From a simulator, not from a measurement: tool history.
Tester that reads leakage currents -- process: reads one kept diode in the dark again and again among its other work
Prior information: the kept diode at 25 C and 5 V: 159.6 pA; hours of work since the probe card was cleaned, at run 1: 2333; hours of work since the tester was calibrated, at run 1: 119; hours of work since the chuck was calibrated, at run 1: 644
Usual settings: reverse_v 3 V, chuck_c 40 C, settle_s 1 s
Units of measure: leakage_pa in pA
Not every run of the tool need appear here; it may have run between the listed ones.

| run | hour | reverse_v | chuck_c | settle_s | hours of work since the probe card was cleaned | hours of work since the tester was calibrated | hours of work since the chuck was calibrated | leakage_pa |
|---|---|---|---|---|---|---|---|---|
| 1 | 0 | 3 | 40 | 1 | 2333 | 119 | 644 | 492.01 |
| 2 | 46.9 | 3 | 40 | 1 | 2362 | 148 | 673 | 491.76 |
| 3 | 70.6 | 3 | 40 | 1 | 2377 | 163 | 688 | 490.87 |
| 4 | 106.1 | 3 | 40 | 1 | 2399 | 186 | 710 | 489.8 |
| 5 | 141 | 3 | 40 | 1 | 2421 | 207 | 732 | 488.38 |
| 6 | 187.7 | 14.26 | 40 | 1 | 2451 | 237 | 761 | 899.3 |
| 7 | 223.9 | 3 | 40 | 1 | 2473 | 260 | 784 | 490.64 |
| 8 | 260.2 | 3 | 40 | 1 | 2496 | 282 | 807 | 491.78 |
| 9 | 279.9 | 3 | 40 | 1 | 2509 | 295 | 819 | 487.33 |
| 10 | 301.2 | 3 | 40 | 1 | 2522 | 308 | 833 | 491.63 |
| 11 | 322.9 | 3 | 40 | 1 | 2536 | 322 | 846 | 488.28 |
| 12 | 362.7 | 3 | 40 | 1 | 2561 | 347 | 871 | 490 |
| 13 | 395.8 | 11.72 | 40 | 1 | 2581 | 368 | 892 | 833.64 |
| 14 | 427 | 11.72 | 40 | 1 | 2601 | 387 | 912 | 832.46 |
| 15 | 463.6 | 11.72 | 53 | 1 | 2624 | 410 | 935 | 2353.33 |
| 16 | 496.6 | 11.72 | 53 | 1 | 2645 | 431 | 956 | 2352.55 |
| 17 | 538.9 | 3 | 40 | 8.38 | 2671 | 457 | 982 | 487.48 |
| 18 | 559.1 | 3 | 40 | 0.31 | 2684 | 470 | 995 | 489.72 |
| 19 | 590.9 | 3 | 40 | 0.31 | 2704 | 490 | 1015 | 494.47 |
| 20 | 630.9 | 3 | 59 | 1 | 2729 | 515 | 1040 | 2186.41 |
| 21 | 666.1 | 19.1 | 40 | 1 | 2751 | 537 | 1062 | 1005.27 |
| 22 | 694.7 | 17.67 | 20 | 3.45 | 2769 | 555 | 1080 | 165.57 |
| 23 | 738 | 17.67 | 46 | 0.35 | 2796 | 583 | 1107 | 1600.79 |
| 24 | 758.3 | 17.67 | 46 | 0.35 | 2809 | 595 | 1120 | 1608.06 |
|  | 776 | chuck's temperature calibrated |
| 25 | 789.7 | 3 | 23 | 1 | 2828 | 614 | 9 | 109.94 |
| 26 | 818.9 | 3 | 23 | 1 | 2846 | 632 | 27 | 110.71 |
| 27 | 852 | 3 | 23 | 1 | 2867 | 653 | 48 | 110.33 |
|  | 872.5 | probe card cleaned and baked |
| 28 | 891.3 | 3 | 46 | 1 | 12 | 676 | 71 | 805 |
| 29 | 910.3 | 3 | 46 | 1 | 24 | 688 | 82 | 800.34 |
| 30 | 940.2 | 3 | 46 | 9.73 | 43 | 706 | 101 | 796.29 |
| 31 | 984.1 | 2.19 | 40 | 1 | 70 | 734 | 129 | 434.83 |
| 32 | 1015.2 | 2.19 | 40 | 1 | 90 | 754 | 148 | 433.49 |
| 33 | 1037.3 | 9.95 | 35 | 0.59 | 104 | 767 | 162 | 513.06 |
| 34 | 1078.9 | 1.68 | 51 | 6.64 | 130 | 794 | 188 | 947.62 |
| 35 | 1101.9 | 13.08 | 22 | 1.87 | 144 | 808 | 203 | 177.36 |
| 36 | 1133.5 | 1.04 | 40 | 1.04 | 164 | 828 | 223 | 325.86 |
| 37 | 1162.2 | 5.38 | 37 | 9.46 | 182 | 846 | 241 | 475.48 |
| 38 | 1191.5 | 5.38 | 37 | 9.46 | 200 | 864 | 259 | 475.75 |
| 39 | 1234.4 | 5.38 | 37 | 9.46 | 227 | 891 | 286 | 476.82 |
| 40 | 1256.6 | 15.84 | 46 | 1 | 241 | 905 | 300 | 1528.26 |
| 41 | 1283.4 | 2.18 | 21 | 0.68 | 258 | 922 | 317 | 80.85 |

Selected run-to-run steps in leakage_pa, each split into two signed amounts: the part the tool would show with no hidden state at all (from settings, incoming material and random variation), and the remainder, which goes to the hidden state together with any gauge scatter not common to the measured and the hidden-state-free results:
Unlogged tool condition in this case: stray current of the dirty probe card, pA a volt; current scale over the true one, %; true chuck temperature over the reading, C; drift of the gauge itself on leakage_pa, %.
Run 14 -> 15: chuck_c 40 -> 53. leakage_pa +1520.87 pA: hidden state +1.97, all else +1518.9.
Run 16 -> 17: reverse_v 11.72 -> 3, chuck_c 53 -> 40, settle_s 1 -> 8.38. leakage_pa -1865.07 pA: hidden state -2.79, all else -1862.28.
Run 19 -> 20: chuck_c 40 -> 59, settle_s 0.31 -> 1. leakage_pa +1691.94 pA: hidden state +2.34, all else +1689.6.
Run 24 -> 25: reverse_v 17.67 -> 3, chuck_c 46 -> 23, settle_s 0.35 -> 1, chuck's temperature calibrated. leakage_pa -1498.12 pA: hidden state -3.21, all else -1494.91.

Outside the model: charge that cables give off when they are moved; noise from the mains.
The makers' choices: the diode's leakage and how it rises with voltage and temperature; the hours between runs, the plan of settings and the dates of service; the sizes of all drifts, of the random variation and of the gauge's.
